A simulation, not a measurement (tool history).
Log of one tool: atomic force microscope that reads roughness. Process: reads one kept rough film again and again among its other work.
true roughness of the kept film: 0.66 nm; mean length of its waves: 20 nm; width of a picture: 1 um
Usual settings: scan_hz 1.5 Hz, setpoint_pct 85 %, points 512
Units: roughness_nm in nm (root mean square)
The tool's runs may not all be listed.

run,hour,scan_hz,setpoint_pct,points,roughness_nm
1,0,1.5,85,512,0.571
2,18.9,1.5,85,512,0.537
3,32.5,1.5,85,512,0.527
4,44,1.5,62,512,0.544
# hour 53.2: new tip fitted
5,58,1.5,85,308,0.569
6,71.1,1.5,85,308,0.549
7,92.9,1.5,85,512,0.53
8,106.5,0.8,85,512,0.53
9,118.8,1.5,85,517,0.508
# hour 122.2: new tip fitted
10,134,1.5,85,341,0.571
11,151.7,1.5,85,341,0.54
12,176,1.5,85,512,0.516
# hour 190.9: new tip fitted
13,193.7,1.61,70,419,0.585
14,208.6,1.61,70,419,0.575
15,225.2,1.61,70,419,0.559
16,243.3,1.99,62,612,0.537
# hour 261.1: new tip fitted
17,263.2,1.99,62,639,0.601
18,286.7,1.06,80,795,0.567
19,300.3,0.66,56,860,0.575
20,316.6,1.11,70,362,0.535
# hour 329.6: new tip fitted
21,341.6,1.5,59,413,0.591
22,352.3,1.5,59,413,0.58
23,365.1,3.67,62,779,0.55

Forecast each of these 4 alternatives for the next run:
A,379.5,3.67,76,779,?
B,379.5,1.5,66,667,?
C,379.5,0.85,76,512,?
D,379.5,3.67,64,779,?

run,roughness_nm
A,0.509
B,0.554
C,0.544
D,0.535
Without the tool's hidden state the same runs would have given:
run,roughness_nm
A,0.568
B,0.618
C,0.608
D,0.597
